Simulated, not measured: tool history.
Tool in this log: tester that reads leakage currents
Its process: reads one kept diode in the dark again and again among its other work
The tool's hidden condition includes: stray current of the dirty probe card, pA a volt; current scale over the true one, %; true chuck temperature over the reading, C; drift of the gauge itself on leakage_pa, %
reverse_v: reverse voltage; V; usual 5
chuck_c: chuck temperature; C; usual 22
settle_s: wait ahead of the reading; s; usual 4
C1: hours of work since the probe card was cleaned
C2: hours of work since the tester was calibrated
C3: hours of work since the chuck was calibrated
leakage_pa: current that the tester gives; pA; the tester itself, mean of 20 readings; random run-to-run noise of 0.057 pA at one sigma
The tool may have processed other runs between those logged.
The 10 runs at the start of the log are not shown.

-- hour=1291.6 chuck's temperature calibrated
run 11 hour=1307.9 | reverse_v=5 chuck_c=28 settle_s=1.32 | C1=3512 C2=160 C3=9 | leakage_pa=14.72
run 12 hour=1458.5 | reverse_v=5 chuck_c=28 settle_s=1.32 | C1=3594 C2=242 C3=91 | leakage_pa=14.67
run 13 hour=1593.2 | reverse_v=5 chuck_c=22 settle_s=1.39 | C1=3668 C2=316 C3=165 | leakage_pa=9.75
run 14 hour=1738.5 | reverse_v=5 chuck_c=22 settle_s=1.39 | C1=3747 C2=396 C3=244 | leakage_pa=9.69
run 15 hour=1806.5 | reverse_v=5 chuck_c=22 settle_s=4 | C1=3785 C2=433 C3=281 | leakage_pa=9.02
run 16 hour=1926.6 | reverse_v=5 chuck_c=22 settle_s=4 | C1=3850 C2=498 C3=347 | leakage_pa=9.09
-- hour=1943.4 probe card cleaned and baked
run 17 hour=2075.8 | reverse_v=5 chuck_c=27 settle_s=4 | C1=72 C2=578 C3=427 | leakage_pa=13.04
run 18 hour=2182.4 | reverse_v=5 chuck_c=22 settle_s=4 | C1=131 C2=637 C3=485 | leakage_pa=9.09
run 19 hour=2275.7 | reverse_v=5 chuck_c=22 settle_s=4 | C1=182 C2=688 C3=536 | leakage_pa=9.02
run 20 hour=2368.6 | reverse_v=6.95 chuck_c=33 settle_s=6.61 | C1=232 C2=738 C3=587 | leakage_pa=24.06
run 21 hour=2499.4 | reverse_v=1.58 chuck_c=42 settle_s=1.22 | C1=304 C2=810 C3=659 | leakage_pa=19.28
-- hour=2587.1 chuck's temperature calibrated
run 22 hour=2607.1 | reverse_v=2.25 chuck_c=28 settle_s=1.22 | C1=362 C2=868 C3=11 | leakage_pa=9.16
run 23 hour=2719.2 | reverse_v=2.18 chuck_c=25 settle_s=4 | C1=423 C2=929 C3=72 | leakage_pa=6.84
run 24 hour=2788.9 | reverse_v=2.63 chuck_c=25 settle_s=4 | C1=461 C2=967 C3=110 | leakage_pa=7.67
run 25 hour=2886.3 | reverse_v=2.63 chuck_c=25 settle_s=4 | C1=514 C2=1020 C3=164 | leakage_pa=7.8

What will run 26 give?
run 26 hour=3038.3 | reverse_v=2.63 chuck_c=25 settle_s=4 | C1=597 C2=1103 C3=247 | leakage_pa=?

leakage_pa: 7.85 pA
The same run, on a tool lacking any hidden state, would have yielded leakage_pa 7.85 pA.

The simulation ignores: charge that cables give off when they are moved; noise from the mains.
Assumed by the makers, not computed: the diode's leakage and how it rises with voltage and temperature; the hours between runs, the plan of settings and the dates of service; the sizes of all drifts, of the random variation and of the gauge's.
